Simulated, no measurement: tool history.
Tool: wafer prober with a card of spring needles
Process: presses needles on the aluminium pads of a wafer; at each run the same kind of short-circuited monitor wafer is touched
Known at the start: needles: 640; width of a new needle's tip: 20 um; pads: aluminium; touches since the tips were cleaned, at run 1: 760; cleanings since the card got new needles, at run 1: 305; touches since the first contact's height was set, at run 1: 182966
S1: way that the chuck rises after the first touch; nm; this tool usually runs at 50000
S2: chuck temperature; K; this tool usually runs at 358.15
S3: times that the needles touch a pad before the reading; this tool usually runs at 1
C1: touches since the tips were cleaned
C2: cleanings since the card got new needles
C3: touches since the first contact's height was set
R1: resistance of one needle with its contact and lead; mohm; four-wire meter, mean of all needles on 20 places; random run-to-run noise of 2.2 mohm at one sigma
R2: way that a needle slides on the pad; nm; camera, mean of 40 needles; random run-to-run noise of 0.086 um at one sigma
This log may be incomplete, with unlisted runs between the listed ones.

| run | hour | S1 | S2 | S3 | C1 | C2 | C3 | R1 | R2 |
|---|---|---|---|---|---|---|---|---|---|
| 1 | 0.0 | 50000 | 358.15 | 1 | 760 | 305 | 182966 | 418 | 6640 |
|  | 5.3 | tips cleaned on abrasive film |
|  | 13.9 | tips cleaned on abrasive film |
|  | 22.6 | tips cleaned on abrasive film |
|  | 31.3 | tips cleaned on abrasive film |
|  | 40.0 | tips cleaned on abrasive film |
|  | 46.9 | tips cleaned on abrasive film |
|  | 55.6 | tips cleaned on abrasive film |
|  | 62.6 | tips cleaned on abrasive film |
| 2 | 63.5 | 50000 | 358.15 | 1 | 241 | 313 | 199772 | 331 | 6470 |
|  | 70.5 | tips cleaned on abrasive film |
|  | 77.4 | tips cleaned on abrasive film |
|  | 86.1 | tips cleaned on abrasive film |
|  | 94.8 | tips cleaned on abrasive film |
|  | 103.5 | tips cleaned on abrasive film |
|  | 110.4 | tips cleaned on abrasive film |
|  | 117.9 | tips cleaned on abrasive film |
| 3 | 117.9 | 50000 | 358.15 | 1 | 0 | 320 | 214164 | 295 | 6140 |
|  | 124.9 | tips cleaned on abrasive film |
|  | 131.8 | tips cleaned on abrasive film |
|  | 140.5 | tips cleaned on abrasive film |
|  | 149.2 | tips cleaned on abrasive film |
|  | 156.2 | tips cleaned on abrasive film |
|  | 164.8 | tips cleaned on abrasive film |
|  | 173.5 | tips cleaned on abrasive film |
|  | 180.5 | tips cleaned on abrasive film |
|  | 189.2 | tips cleaned on abrasive film |
|  | 197.8 | tips cleaned on abrasive film |
|  | 198.1 | height of the first contact set anew |
| 4 | 200.8 | 50000 | 358.15 | 1 | 698 | 330 | 698 | 335 | 8250 |
|  | 206.0 | tips cleaned on abrasive film |
|  | 214.7 | tips cleaned on abrasive film |
|  | 221.7 | tips cleaned on abrasive film |
|  | 230.3 | tips cleaned on abrasive film |
|  | 239.0 | tips cleaned on abrasive film |
|  | 246.0 | tips cleaned on abrasive film |
|  | 254.7 | tips cleaned on abrasive film |
| 5 | 257.4 | 50000 | 358.15 | 1 | 736 | 337 | 15698 | 359 | 7970 |
|  | 262.7 | tips cleaned on abrasive film |
|  | 269.6 | tips cleaned on abrasive film |
|  | 278.3 | tips cleaned on abrasive film |
|  | 287.0 | tips cleaned on abrasive film |
| 6 | 292.3 | 50000 | 358.15 | 2 | 1414 | 341 | 24934 | 355 | 7970 |
|  | 294.1 | tips cleaned on abrasive film |
|  | 302.8 | tips cleaned on abrasive film |
|  | 311.4 | tips cleaned on abrasive film |
|  | 320.1 | tips cleaned on abrasive film |
|  | 328.8 | tips cleaned on abrasive film |
| 7 | 332.1 | 50000 | 358.15 | 2 | 880 | 346 | 35476 | 336 | 7920 |
|  | 337.3 | tips cleaned on abrasive film |
|  | 346.0 | tips cleaned on abrasive film |
|  | 354.7 | tips cleaned on abrasive film |
|  | 363.4 | tips cleaned on abrasive film |
|  | 372.1 | tips cleaned on abrasive film |
|  | 379.0 | tips cleaned on abrasive film |
|  | 387.7 | tips cleaned on abrasive film |
|  | 396.4 | tips cleaned on abrasive film |
|  | 405.1 | tips cleaned on abrasive film |
| 8 | 408.6 | 39000 | 358.15 | 1 | 931 | 355 | 55731 | 491 | 5920 |
|  | 413.7 | tips cleaned on abrasive film |
|  | 422.4 | tips cleaned on abrasive film |
|  | 431.1 | tips cleaned on abrasive film |
|  | 438.1 | tips cleaned on abrasive film |
|  | 446.7 | tips cleaned on abrasive film |
| 9 | 450.4 | 39000 | 358.15 | 1 | 980 | 360 | 66814 | 534 | 5690 |
|  | 453.9 | tips cleaned on abrasive film |
|  | 460.9 | tips cleaned on abrasive film |
|  | 469.6 | tips cleaned on abrasive film |
|  | 478.3 | tips cleaned on abrasive film |
|  | 485.2 | tips cleaned on abrasive film |
|  | 493.9 | tips cleaned on abrasive film |
|  | 500.9 | tips cleaned on abrasive film |
|  | 509.6 | tips cleaned on abrasive film |
|  | 516.5 | tips cleaned on abrasive film |
|  | 525.2 | tips cleaned on abrasive film |
|  | 532.2 | tips cleaned on abrasive film |
| 10 | 535.7 | 39000 | 358.15 | 1 | 942 | 371 | 89381 | 536 | 5610 |
|  | 539.2 | tips cleaned on abrasive film |
|  | 547.9 | tips cleaned on abrasive film |
|  | 554.8 | tips cleaned on abrasive film |
|  | 563.5 | tips cleaned on abrasive film |
|  | 570.5 | tips cleaned on abrasive film |
|  | 582.5 | card fitted with new needles |
|  | 591.2 | tips cleaned on abrasive film |
|  | 598.1 | tips cleaned on abrasive film |
|  | 606.8 | tips cleaned on abrasive film |
|  | 613.8 | tips cleaned on abrasive film |
|  | 622.5 | tips cleaned on abrasive film |
|  | 629.9 | tips cleaned on abrasive film |
| 11 | 629.9 | 52000 | 310.15 | 1 | 0 | 6 | 12551 | 237 | 8390 |
|  | 638.6 | tips cleaned on abrasive film |
|  | 647.3 | tips cleaned on abrasive film |
|  | 656.0 | tips cleaned on abrasive film |
|  | 664.6 | tips cleaned on abrasive film |
|  | 673.3 | tips cleaned on abrasive film |
|  | 680.3 | tips cleaned on abrasive film |
|  | 689.0 | tips cleaned on abrasive film |
|  | 697.7 | tips cleaned on abrasive film |
|  | 706.2 | tips cleaned on abrasive film |
| 12 | 706.2 | 52000 | 327.15 | 2 | 0 | 15 | 32772 | 238 | 8200 |
|  | 714.9 | tips cleaned on abrasive film |
|  | 721.9 | tips cleaned on abrasive film |
|  | 730.6 | tips cleaned on abrasive film |
|  | 737.5 | tips cleaned on abrasive film |
|  | 746.2 | tips cleaned on abrasive film |
|  | 754.9 | tips cleaned on abrasive film |
|  | 761.9 | tips cleaned on abrasive film |
|  | 768.8 | tips cleaned on abrasive film |
|  | 777.5 | tips cleaned on abrasive film |
| 13 | 780.0 | 50000 | 380.15 | 3 | 655 | 24 | 52291 | 267 | 7790 |
|  | 785.2 | tips cleaned on abrasive film |
|  | 792.2 | tips cleaned on abrasive film |
|  | 800.9 | tips cleaned on abrasive film |
|  | 809.5 | tips cleaned on abrasive film |
|  | 818.2 | tips cleaned on abrasive film |
|  | 825.2 | tips cleaned on abrasive film |
|  | 833.9 | tips cleaned on abrasive film |
|  | 842.6 | tips cleaned on abrasive film |
|  | 850.0 | tips cleaned on abrasive film |
| 14 | 850.0 | 40000 | 306.15 | 2 | 0 | 33 | 70833 | 248 | 5890 |
|  | 857.0 | tips cleaned on abrasive film |
|  | 864.0 | tips cleaned on abrasive film |
|  | 872.7 | tips cleaned on abrasive film |
|  | 881.3 | tips cleaned on abrasive film |
|  | 888.3 | tips cleaned on abrasive film |
|  | 897.0 | tips cleaned on abrasive film |
|  | 904.0 | tips cleaned on abrasive film |
|  | 912.6 | tips cleaned on abrasive film |
|  | 919.6 | tips cleaned on abrasive film |
| 15 | 924.8 | 54000 | 303.15 | 1 | 1400 | 42 | 90640 | 312 | 7960 |
|  | 926.6 | tips cleaned on abrasive film |
|  | 933.6 | tips cleaned on abrasive film |
|  | 940.5 | tips cleaned on abrasive film |
|  | 949.2 | tips cleaned on abrasive film |
|  | 956.2 | tips cleaned on abrasive film |
|  | 964.9 | tips cleaned on abrasive film |
|  | 971.8 | tips cleaned on abrasive film |
|  | 980.5 | tips cleaned on abrasive film |
|  | 987.5 | tips cleaned on abrasive film |
|  | 996.1 | tips cleaned on abrasive film |
| 16 | 996.1 | 55000 | 356.15 | 2 | 0 | 52 | 109486 | 255 | 8140 |
|  | 1004.8 | tips cleaned on abrasive film |
|  | 1013.5 | tips cleaned on abrasive film |
|  | 1022.2 | tips cleaned on abrasive film |
|  | 1030.9 | tips cleaned on abrasive film |
|  | 1039.5 | tips cleaned on abrasive film |
|  | 1048.2 | tips cleaned on abrasive film |
|  | 1056.9 | tips cleaned on abrasive film |
|  | 1063.9 | tips cleaned on abrasive film |
| 17 | 1066.5 | 33000 | 310.15 | 2 | 691 | 60 | 128122 | 350 | 4320 |
|  | 1071.7 | tips cleaned on abrasive film |
|  | 1080.4 | tips cleaned on abrasive film |
|  | 1089.1 | tips cleaned on abrasive film |
|  | 1097.7 | tips cleaned on abrasive film |
|  | 1104.7 | tips cleaned on abrasive film |
|  | 1113.4 | tips cleaned on abrasive film |
|  | 1120.4 | tips cleaned on abrasive film |
|  | 1129.0 | tips cleaned on abrasive film |
| 18 | 1129.6 | 33000 | 310.15 | 2 | 158 | 68 | 144844 | 284 | 4270 |
|  | 1136.6 | tips cleaned on abrasive film |
|  | 1145.3 | tips cleaned on abrasive film |
|  | 1154.0 | tips cleaned on abrasive film |
|  | 1162.7 | tips cleaned on abrasive film |
|  | 1171.3 | tips cleaned on abrasive film |
|  | 1178.3 | tips cleaned on abrasive film |
|  | 1187.0 | tips cleaned on abrasive film |
| 19 | 1188.9 | 33000 | 368.15 | 2 | 510 | 75 | 160538 | 367 | 4080 |

Take each entry between the runs: how does the hidden state at the last listed run before it differ from the hidden state at the first listed run after it?
Between runs 1 and 2: tips cleaned on abrasive film (hour 5.3); tips cleaned on abrasive film (hour 13.9); tips cleaned on abrasive film (hour 22.6); tips cleaned on abrasive film (hour 31.3); tips cleaned on abrasive film (hour 40.0); tips cleaned on abrasive film (hour 46.9); tips cleaned on abrasive film (hour 55.6); tips cleaned on abrasive film (hour 62.6)
  debris on the tips, nm: 21.8 -> 9; way that the needles fall short of the set height, um: 9.74 -> 10.61; tips' diameter, um: 32 -> 32.31
  measured minus no-state result, R1: +173 -> +87 mohm; R2: -1590 -> -1730 nm
Between runs 2 and 3: tips cleaned on abrasive film (hour 70.5); tips cleaned on abrasive film (hour 77.4); tips cleaned on abrasive film (hour 86.1); tips cleaned on abrasive film (hour 94.8); tips cleaned on abrasive film (hour 103.5); tips cleaned on abrasive film (hour 110.4); tips cleaned on abrasive film (hour 117.9)
  debris on the tips, nm: 9 -> 4.1; way that the needles fall short of the set height, um: 10.61 -> 11.4; tips' diameter, um: 32.31 -> 32.58
  measured minus no-state result, R1: +87 -> +52 mohm; R2: -1730 -> -1850 nm
Between runs 3 and 4: tips cleaned on abrasive film (hour 124.9); tips cleaned on abrasive film (hour 131.8); tips cleaned on abrasive film (hour 140.5); tips cleaned on abrasive film (hour 149.2); tips cleaned on abrasive film (hour 156.2); tips cleaned on abrasive film (hour 164.8); tips cleaned on abrasive film (hour 173.5); tips cleaned on abrasive film (hour 180.5); tips cleaned on abrasive film (hour 189.2); tips cleaned on abrasive film (hour 197.8); height of the first contact set anew (hour 198.1)
  debris on the tips, nm: 4.1 -> 17.1; way that the needles fall short of the set height, um: 11.4 -> 0; tips' diameter, um: 32.58 -> 32.96
  measured minus no-state result, R1: +52 -> +95 mohm; R2: -1850 -> +0 nm
Between runs 4 and 5: tips cleaned on abrasive film (hour 206.0); tips cleaned on abrasive film (hour 214.7); tips cleaned on abrasive film (hour 221.7); tips cleaned on abrasive film (hour 230.3); tips cleaned on abrasive film (hour 239.0); tips cleaned on abrasive film (hour 246.0); tips cleaned on abrasive film (hour 254.7)
  debris on the tips, nm: 17.1 -> 19.9; way that the needles fall short of the set height, um: 0 -> 0.75; tips' diameter, um: 32.96 -> 33.22
  measured minus no-state result, R1: +95 -> +114 mohm; R2: +0 -> -130 nm
Between runs 5 and 6: tips cleaned on abrasive film (hour 262.7); tips cleaned on abrasive film (hour 269.6); tips cleaned on abrasive film (hour 278.3); tips cleaned on abrasive film (hour 287.0)
  debris on the tips, nm: 19.9 -> 30.2; way that the needles fall short of the set height, um: 0.75 -> 1.25; tips' diameter, um: 33.22 -> 33.4
  measured minus no-state result, R1: +114 -> +109 mohm; R2: -130 -> -210 nm
Between runs 6 and 7: tips cleaned on abrasive film (hour 294.1); tips cleaned on abrasive film (hour 302.8); tips cleaned on abrasive film (hour 311.4); tips cleaned on abrasive film (hour 320.1); tips cleaned on abrasive film (hour 328.8)
  debris on the tips, nm: 30.2 -> 24.3; way that the needles fall short of the set height, um: 1.25 -> 1.87; tips' diameter, um: 33.4 -> 33.61
  measured minus no-state result, R1: +109 -> +93 mohm; R2: -210 -> -310 nm
Between runs 7 and 8: tips cleaned on abrasive film (hour 337.3); tips cleaned on abrasive film (hour 346.0); tips cleaned on abrasive film (hour 354.7); tips cleaned on abrasive film (hour 363.4); tips cleaned on abrasive film (hour 372.1); tips cleaned on abrasive film (hour 379.0); tips cleaned on abrasive film (hour 387.7); tips cleaned on abrasive film (hour 396.4); tips cleaned on abrasive film (hour 405.1)
  debris on the tips, nm: 24.3 -> 22.1; way that the needles fall short of the set height, um: 1.87 -> 2.83; tips' diameter, um: 33.61 -> 33.95
  measured minus no-state result, R1: +93 -> +238 mohm; R2: -310 -> -460 nm
Between runs 8 and 9: tips cleaned on abrasive film (hour 413.7); tips cleaned on abrasive film (hour 422.4); tips cleaned on abrasive film (hour 431.1); tips cleaned on abrasive film (hour 438.1); tips cleaned on abrasive film (hour 446.7)
  debris on the tips, nm: 22.1 -> 25.5; way that the needles fall short of the set height, um: 2.83 -> 3.41; tips' diameter, um: 33.95 -> 34.15
  measured minus no-state result, R1: +238 -> +282 mohm; R2: -460 -> -560 nm
Between runs 9 and 10: tips cleaned on abrasive film (hour 453.9); tips cleaned on abrasive film (hour 460.9); tips cleaned on abrasive film (hour 469.6); tips cleaned on abrasive film (hour 478.3); tips cleaned on abrasive film (hour 485.2); tips cleaned on abrasive film (hour 493.9); tips cleaned on abrasive film (hour 500.9); tips cleaned on abrasive film (hour 509.6); tips cleaned on abrasive film (hour 516.5); tips cleaned on abrasive film (hour 525.2); tips cleaned on abrasive film (hour 532.2)
  debris on the tips, nm: 25.5 -> 23.8; way that the needles fall short of the set height, um: 3.41 -> 4.52; tips' diameter, um: 34.15 -> 34.54
  measured minus no-state result, R1: +282 -> +285 mohm; R2: -560 -> -740 nm
Between runs 10 and 11: tips cleaned on abrasive film (hour 539.2); tips cleaned on abrasive film (hour 547.9); tips cleaned on abrasive film (hour 554.8); tips cleaned on abrasive film (hour 563.5); tips cleaned on abrasive film (hour 570.5); card fitted with new needles (hour 582.5); tips cleaned on abrasive film (hour 591.2); tips cleaned on abrasive film (hour 598.1); tips cleaned on abrasive film (hour 606.8); tips cleaned on abrasive film (hour 613.8); tips cleaned on abrasive film (hour 622.5); tips cleaned on abrasive film (hour 629.9)
  debris on the tips, nm: 23.8 -> 2.9; way that the needles fall short of the set height, um: 4.52 -> 0.65; tips' diameter, um: 34.54 -> 20.23
  measured minus no-state result, R1: +285 -> +6 mohm; R2: -740 -> -100 nm
Between runs 11 and 12: tips cleaned on abrasive film (hour 638.6); tips cleaned on abrasive film (hour 647.3); tips cleaned on abrasive film (hour 656.0); tips cleaned on abrasive film (hour 664.6); tips cleaned on abrasive film (hour 673.3); tips cleaned on abrasive film (hour 680.3); tips cleaned on abrasive film (hour 689.0); tips cleaned on abrasive film (hour 697.7); tips cleaned on abrasive film (hour 706.2)
  debris on the tips, nm: 2.9 -> 3; way that the needles fall short of the set height, um: 0.65 -> 1.66; tips' diameter, um: 20.23 -> 20.58
  measured minus no-state result, R1: +6 -> +5 mohm; R2: -100 -> -270 nm
Between runs 12 and 13: tips cleaned on abrasive film (hour 714.9); tips cleaned on abrasive film (hour 721.9); tips cleaned on abrasive film (hour 730.6); tips cleaned on abrasive film (hour 737.5); tips cleaned on abrasive film (hour 746.2); tips cleaned on abrasive film (hour 754.9); tips cleaned on abrasive film (hour 761.9); tips cleaned on abrasive film (hour 768.8); tips cleaned on abrasive film (hour 777.5)
  debris on the tips, nm: 3 -> 19.2; way that the needles fall short of the set height, um: 1.66 -> 2.67; tips' diameter, um: 20.58 -> 20.93
  measured minus no-state result, R1: +5 -> +18 mohm; R2: -270 -> -440 nm
Between runs 13 and 14: tips cleaned on abrasive film (hour 785.2); tips cleaned on abrasive film (hour 792.2); tips cleaned on abrasive film (hour 800.9); tips cleaned on abrasive film (hour 809.5); tips cleaned on abrasive film (hour 818.2); tips cleaned on abrasive film (hour 825.2); tips cleaned on abrasive film (hour 833.9); tips cleaned on abrasive film (hour 842.6); tips cleaned on abrasive film (hour 850.0)
  debris on the tips, nm: 19.2 -> 5; way that the needles fall short of the set height, um: 2.67 -> 3.69; tips' diameter, um: 20.93 -> 21.29
  measured minus no-state result, R1: +18 -> +17 mohm; R2: -440 -> -600 nm
Between runs 14 and 15: tips cleaned on abrasive film (hour 857.0); tips cleaned on abrasive film (hour 864.0); tips cleaned on abrasive film (hour 872.7); tips cleaned on abrasive film (hour 881.3); tips cleaned on abrasive film (hour 888.3); tips cleaned on abrasive film (hour 897.0); tips cleaned on abrasive film (hour 904.0); tips cleaned on abrasive film (hour 912.6); tips cleaned on abrasive film (hour 919.6)
  debris on the tips, nm: 5 -> 31.5; way that the needles fall short of the set height, um: 3.69 -> 4.7; tips' diameter, um: 21.29 -> 21.65
  measured minus no-state result, R1: +17 -> +84 mohm; R2: -600 -> -770 nm
Between runs 15 and 16: tips cleaned on abrasive film (hour 926.6); tips cleaned on abrasive film (hour 933.6); tips cleaned on abrasive film (hour 940.5); tips cleaned on abrasive film (hour 949.2); tips cleaned on abrasive film (hour 956.2); tips cleaned on abrasive film (hour 964.9); tips cleaned on abrasive film (hour 971.8); tips cleaned on abrasive film (hour 980.5); tips cleaned on abrasive film (hour 987.5); tips cleaned on abrasive film (hour 996.1)
  debris on the tips, nm: 31.5 -> 5.2; way that the needles fall short of the set height, um: 4.7 -> 5.88; tips' diameter, um: 21.65 -> 22.06
  measured minus no-state result, R1: +84 -> +12 mohm; R2: -770 -> -970 nm
Between runs 16 and 17: tips cleaned on abrasive film (hour 1004.8); tips cleaned on abrasive film (hour 1013.5); tips cleaned on abrasive film (hour 1022.2); tips cleaned on abrasive film (hour 1030.9); tips cleaned on abrasive film (hour 1039.5); tips cleaned on abrasive film (hour 1048.2); tips cleaned on abrasive film (hour 1056.9); tips cleaned on abrasive film (hour 1063.9)
  debris on the tips, nm: 5.2 -> 18.5; way that the needles fall short of the set height, um: 5.88 -> 6.81; tips' diameter, um: 22.06 -> 22.38
  measured minus no-state result, R1: +12 -> +110 mohm; R2: -970 -> -1120 nm
Between runs 17 and 18: tips cleaned on abrasive film (hour 1071.7); tips cleaned on abrasive film (hour 1080.4); tips cleaned on abrasive film (hour 1089.1); tips cleaned on abrasive film (hour 1097.7); tips cleaned on abrasive film (hour 1104.7); tips cleaned on abrasive film (hour 1113.4); tips cleaned on abrasive film (hour 1120.4); tips cleaned on abrasive film (hour 1129.0)
  debris on the tips, nm: 18.5 -> 5.8; way that the needles fall short of the set height, um: 6.81 -> 7.73; tips' diameter, um: 22.38 -> 22.71
  measured minus no-state result, R1: +110 -> +46 mohm; R2: -1120 -> -1270 nm
Between runs 18 and 19: tips cleaned on abrasive film (hour 1136.6); tips cleaned on abrasive film (hour 1145.3); tips cleaned on abrasive film (hour 1154.0); tips cleaned on abrasive film (hour 1162.7); tips cleaned on abrasive film (hour 1171.3); tips cleaned on abrasive film (hour 1178.3); tips cleaned on abrasive film (hour 1187.0)
  debris on the tips, nm: 5.8 -> 16.3; way that the needles fall short of the set height, um: 7.73 -> 8.41; tips' diameter, um: 22.71 -> 22.94
  measured minus no-state result, R1: +46 -> +110 mohm; R2: -1270 -> -1400 nm

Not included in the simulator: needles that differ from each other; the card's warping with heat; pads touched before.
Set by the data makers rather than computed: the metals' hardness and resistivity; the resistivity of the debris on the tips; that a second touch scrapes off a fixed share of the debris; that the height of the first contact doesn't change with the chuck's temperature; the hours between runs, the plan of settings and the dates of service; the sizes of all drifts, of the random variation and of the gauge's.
